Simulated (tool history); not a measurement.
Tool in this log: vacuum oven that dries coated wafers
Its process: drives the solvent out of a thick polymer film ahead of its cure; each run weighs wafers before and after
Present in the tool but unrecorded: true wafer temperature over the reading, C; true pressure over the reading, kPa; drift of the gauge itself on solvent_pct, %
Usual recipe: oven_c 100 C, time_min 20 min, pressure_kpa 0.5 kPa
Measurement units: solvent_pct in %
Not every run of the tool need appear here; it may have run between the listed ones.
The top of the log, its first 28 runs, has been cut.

| run | hour | oven_c | time_min | pressure_kpa | hours of work since the thermocouples were calibrated | hours of work since the vacuum gauge was cleaned of residue | solvent_pct |
|---|---|---|---|---|---|---|---|
| 29 | 306.2 | 100 | 19 | 0.394 | 6 | 422 | 1.22 |
| 30 | 319 | 109 | 29 | 0.553 | 15 | 430 | 0.46 |
| 31 | 328.7 | 100 | 11 | 0.254 | 21 | 437 | 3.03 |
| 32 | 338.7 | 110 | 11 | 0.5 | 27 | 443 | 1.4 |
| 33 | 347.6 | 110 | 11 | 0.5 | 33 | 449 | 1.37 |
| 34 | 361.1 | 100 | 33 | 0.506 | 42 | 458 | 0.7 |
| 35 | 368.5 | 100 | 33 | 0.506 | 47 | 462 | 0.7 |
| 36 | 379.4 | 100 | 33 | 0.506 | 54 | 469 | 0.66 |
| 37 | 388.3 | 113 | 20 | 0.886 | 59 | 475 | 0.58 |
| 38 | 403.4 | 98 | 15 | 0.264 | 69 | 485 | 2.15 |
| 39 | 415.9 | 98 | 15 | 0.264 | 77 | 493 | 2.2 |
| 40 | 422.3 | 114 | 25 | 0.36 | 81 | 497 | 0.31 |
| 41 | 428.7 | 114 | 25 | 0.36 | 86 | 501 | 0.32 |
| 42 | 441.7 | 91 | 28 | 0.522 | 94 | 510 | 1.67 |

For run 43, what comes out?
| 43 | 456.8 | 91 | 28 | 0.522 | 104 | 519 | ? |

Run 43 produced solvent_pct 1.76 %.
Were there no unlogged condition in the tool, this run, its random variation unchanged, would have produced solvent_pct 1.61 %.
